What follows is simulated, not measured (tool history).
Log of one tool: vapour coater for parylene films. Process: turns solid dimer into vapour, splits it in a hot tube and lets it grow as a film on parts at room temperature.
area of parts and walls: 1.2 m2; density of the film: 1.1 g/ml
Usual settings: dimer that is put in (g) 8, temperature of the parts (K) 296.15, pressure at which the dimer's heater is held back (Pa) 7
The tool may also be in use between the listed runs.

run,day,dimer that is put in (g),temperature of the parts (K),pressure at which the dimer's heater is held back (Pa),thickness of the film (nm)
1,0,8,296.15,7,2970
2,0.662,8,296.15,7,2960
3,1.121,4,296.15,7,1500
4,1.879,5,296.15,7,1890
5,2.392,5,296.15,7,1860
# day 2.517: table's thermometer calibrated
6,3.079,5,296.15,7,1840
7,3.575,5,296.15,7,1860
# day 4.146: table's thermometer calibrated, once more
8,4.479,8,296.15,7,2850
9,5.088,11,303.15,6.83,3040
10,5.571,3,297.15,6.83,1040
11,6.146,3,297.15,6.83,1040
12,6.996,5,300.15,7,1530
13,7.912,6,301.15,7,1750

Run 14 comes next. What will it give?
14,8.542,6,301.15,7,?

{"run 14": {"thickness of the film (nm)": 1760}}
Without the tool's hidden state the same run would have given thickness of the film (nm) 1900.
